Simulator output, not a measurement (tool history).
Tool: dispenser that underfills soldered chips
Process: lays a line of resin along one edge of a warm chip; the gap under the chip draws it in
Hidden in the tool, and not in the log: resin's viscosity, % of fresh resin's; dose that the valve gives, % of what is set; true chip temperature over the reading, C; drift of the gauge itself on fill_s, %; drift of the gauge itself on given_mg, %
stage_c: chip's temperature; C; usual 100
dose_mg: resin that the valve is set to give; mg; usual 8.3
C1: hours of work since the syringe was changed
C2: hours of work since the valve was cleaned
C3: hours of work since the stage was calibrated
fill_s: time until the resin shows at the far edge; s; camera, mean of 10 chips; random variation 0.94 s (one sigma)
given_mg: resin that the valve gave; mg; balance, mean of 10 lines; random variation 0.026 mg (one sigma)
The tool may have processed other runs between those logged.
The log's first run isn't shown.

{"hour": 7.7, "done": "new syringe of resin"}
{"run": 2, "hour": 9.4, "stage_c": 100, "dose_mg": 7.37, "C1": 1, "C2": 41, "C3": 342, "fill_s": 94.4, "given_mg": 7.2}
{"hour": 15.5, "done": "new syringe of resin"}
{"run": 3, "hour": 15.5, "stage_c": 88, "dose_mg": 7.37, "C1": 0, "C2": 46, "C3": 346, "fill_s": 127.1, "given_mg": 7.18}
{"hour": 23.4, "done": "new syringe of resin"}
{"run": 4, "hour": 23.4, "stage_c": 100, "dose_mg": 8.3, "C1": 0, "C2": 52, "C3": 352, "fill_s": 85.4, "given_mg": 8.04}
{"hour": 26.6, "done": "dispensing valve cleaned and set on the balance"}
{"hour": 32.9, "done": "new syringe of resin"}
{"run": 5, "hour": 36.6, "stage_c": 100, "dose_mg": 8.3, "C1": 3, "C2": 7, "C3": 362, "fill_s": 102.6, "given_mg": 8.26}
{"hour": 41.1, "done": "new syringe of resin"}
{"hour": 49.6, "done": "new syringe of resin"}
{"run": 6, "hour": 49.6, "stage_c": 100, "dose_mg": 8.3, "C1": 0, "C2": 17, "C3": 371, "fill_s": 85.8, "given_mg": 8.23}
{"run": 7, "hour": 55.9, "stage_c": 100, "dose_mg": 8.3, "C1": 5, "C2": 22, "C3": 376, "fill_s": 117.4, "given_mg": 8.18}
{"hour": 57.8, "done": "new syringe of resin"}
{"hour": 65.9, "done": "new syringe of resin"}
{"run": 8, "hour": 69.4, "stage_c": 100, "dose_mg": 8.3, "C1": 3, "C2": 32, "C3": 386, "fill_s": 103.4, "given_mg": 8.14}
{"hour": 74.1, "done": "new syringe of resin"}
{"run": 9, "hour": 79.7, "stage_c": 100, "dose_mg": 8.3, "C1": 4, "C2": 40, "C3": 394, "fill_s": 113.6, "given_mg": 8.12}
{"hour": 81.9, "done": "new syringe of resin"}
{"run": 10, "hour": 87.0, "stage_c": 109, "dose_mg": 8.3, "C1": 4, "C2": 45, "C3": 399, "fill_s": 83.6, "given_mg": 8.04}
{"hour": 89.7, "done": "new syringe of resin"}
{"run": 11, "hour": 95.1, "stage_c": 100, "dose_mg": 8.3, "C1": 4, "C2": 51, "C3": 405, "fill_s": 110.8, "given_mg": 8.08}
{"hour": 97.6, "done": "new syringe of resin"}
{"hour": 99.3, "done": "dispensing valve cleaned and set on the balance"}
{"hour": 106.7, "done": "new syringe of resin"}
{"run": 12, "hour": 106.9, "stage_c": 100, "dose_mg": 8.3, "C1": 0, "C2": 6, "C3": 413, "fill_s": 84.6, "given_mg": 8.26}
{"hour": 114.7, "done": "new syringe of resin"}
{"run": 13, "hour": 116.9, "stage_c": 100, "dose_mg": 8.3, "C1": 2, "C2": 13, "C3": 421, "fill_s": 95.5, "given_mg": 8.26}
{"hour": 122.6, "done": "new syringe of resin"}
{"run": 14, "hour": 124.9, "stage_c": 100, "dose_mg": 9.37, "C1": 2, "C2": 19, "C3": 426, "fill_s": 93.9, "given_mg": 9.31}
{"hour": 130.9, "done": "new syringe of resin"}
{"run": 15, "hour": 136.8, "stage_c": 100, "dose_mg": 9.37, "C1": 5, "C2": 28, "C3": 435, "fill_s": 111.9, "given_mg": 9.19}
{"hour": 139.1, "done": "new syringe of resin"}
{"run": 16, "hour": 146.2, "stage_c": 100, "dose_mg": 7.85, "C1": 5, "C2": 35, "C3": 442, "fill_s": 121.3, "given_mg": 7.71}
{"hour": 147.5, "done": "new syringe of resin"}
{"run": 17, "hour": 154.6, "stage_c": 100, "dose_mg": 7.85, "C1": 6, "C2": 41, "C3": 449, "fill_s": 125.1, "given_mg": 7.64}
{"hour": 156.0, "done": "new syringe of resin"}
{"hour": 164.6, "done": "new syringe of resin"}
{"run": 18, "hour": 166.7, "stage_c": 105, "dose_mg": 8.35, "C1": 2, "C2": 50, "C3": 458, "fill_s": 79.9, "given_mg": 8.09}
{"hour": 171.6, "done": "dispensing valve cleaned and set on the balance"}
{"hour": 173.6, "done": "new syringe of resin"}
{"run": 19, "hour": 177.0, "stage_c": 100, "dose_mg": 9.58, "C1": 3, "C2": 4, "C3": 465, "fill_s": 98, "given_mg": 9.56}
{"hour": 181.5, "done": "new syringe of resin"}
{"run": 20, "hour": 186.9, "stage_c": 100, "dose_mg": 7.2, "C1": 4, "C2": 11, "C3": 472, "fill_s": 111.3, "given_mg": 7.11}

Run 21 has not been measured yet. What should we expect?
{"hour": 189.8, "done": "new syringe of resin"}
{"hour": 197.6, "done": "new syringe of resin"}
{"run": 21, "hour": 198.1, "stage_c": 97, "dose_mg": 8.63, "C1": 0, "C2": 20, "C3": 480, "fill_s": "?", "given_mg": "?"}

Run 21 yielded fill_s 95 s, given_mg 8.51 mg.
If the tool had no hidden condition, the same run with the same run-to-run variation would have returned fill_s 99 s, given_mg 8.62 mg.
